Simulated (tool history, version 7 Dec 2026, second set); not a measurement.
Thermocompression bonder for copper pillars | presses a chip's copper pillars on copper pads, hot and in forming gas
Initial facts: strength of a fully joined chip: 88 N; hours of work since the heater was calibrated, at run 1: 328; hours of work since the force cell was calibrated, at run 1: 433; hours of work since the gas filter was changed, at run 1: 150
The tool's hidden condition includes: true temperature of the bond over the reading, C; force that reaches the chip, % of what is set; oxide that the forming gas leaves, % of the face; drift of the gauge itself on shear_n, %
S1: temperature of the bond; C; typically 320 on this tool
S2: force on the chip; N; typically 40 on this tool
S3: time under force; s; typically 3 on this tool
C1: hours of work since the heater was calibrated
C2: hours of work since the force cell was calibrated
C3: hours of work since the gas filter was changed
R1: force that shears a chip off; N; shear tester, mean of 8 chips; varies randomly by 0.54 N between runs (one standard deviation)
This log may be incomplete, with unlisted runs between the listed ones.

| run | hour | S1 | S2 | S3 | C1 | C2 | C3 | R1 |
|---|---|---|---|---|---|---|---|---|
| 1 | 0.0 | 320 | 40 | 3 | 328 | 433 | 150 | 37.0 |
| 2 | 11.4 | 320 | 40 | 3 | 336 | 441 | 158 | 34.7 |
| 3 | 25.9 | 320 | 40 | 3 | 346 | 451 | 169 | 36.1 |
| 4 | 36.2 | 320 | 28 | 3 | 353 | 458 | 176 | 27.5 |
| 5 | 51.8 | 320 | 30 | 3 | 364 | 469 | 187 | 29.3 |
| 6 | 63.2 | 320 | 30 | 3 | 372 | 477 | 195 | 28.4 |
| 7 | 81.9 | 320 | 30 | 3 | 385 | 490 | 208 | 28.7 |
|  | 84.7 | force cell calibrated |
| 8 | 95.7 | 320 | 40 | 4 | 394 | 8 | 216 | 38.3 |
| 9 | 105.0 | 320 | 40 | 4 | 400 | 14 | 223 | 38.3 |
| 10 | 116.2 | 331 | 40 | 3 | 408 | 22 | 231 | 38.6 |
| 11 | 131.1 | 331 | 40 | 3 | 419 | 32 | 241 | 39.4 |
| 12 | 142.0 | 328 | 39 | 6 | 426 | 40 | 249 | 47.2 |
| 13 | 155.8 | 325 | 50 | 5 | 436 | 50 | 258 | 50.6 |
| 14 | 170.7 | 325 | 34 | 5 | 446 | 60 | 269 | 38.4 |
|  | 184.2 | force cell calibrated, once more |
| 15 | 194.4 | 317 | 40 | 5 | 462 | 7 | 284 | 41.9 |
| 16 | 215.9 | 317 | 40 | 5 | 477 | 22 | 299 | 41.8 |
| 17 | 234.4 | 317 | 40 | 5 | 490 | 35 | 312 | 40.8 |
| 18 | 249.4 | 317 | 40 | 5 | 500 | 46 | 323 | 40.1 |
| 19 | 265.2 | 317 | 29 | 5 | 511 | 57 | 334 | 32.7 |
| 20 | 274.5 | 320 | 40 | 2 | 518 | 63 | 340 | 29.9 |

Consider 3 possible next runs. They are alternatives, not a sequence: every one starts from the tool as it was left by run 20. What does each give?
| A | 288.3 | 342 | 46 | 8 | 527 | 73 | 350 | ? |
| B | 288.3 | 320 | 40 | 4 | 527 | 73 | 350 | ? |
| C | 288.3 | 320 | 40 | 3 | 527 | 73 | 350 | ? |

| run | R1 |
|---|---|
| A | 66.1 |
| B | 39.6 |
| C | 34.7 |
With the hidden condition removed and each run's random variation left untouched, the same runs would have given:
| run | R1 |
|---|---|
| A | 70.5 |
| B | 43.4 |
| C | 38.0 |
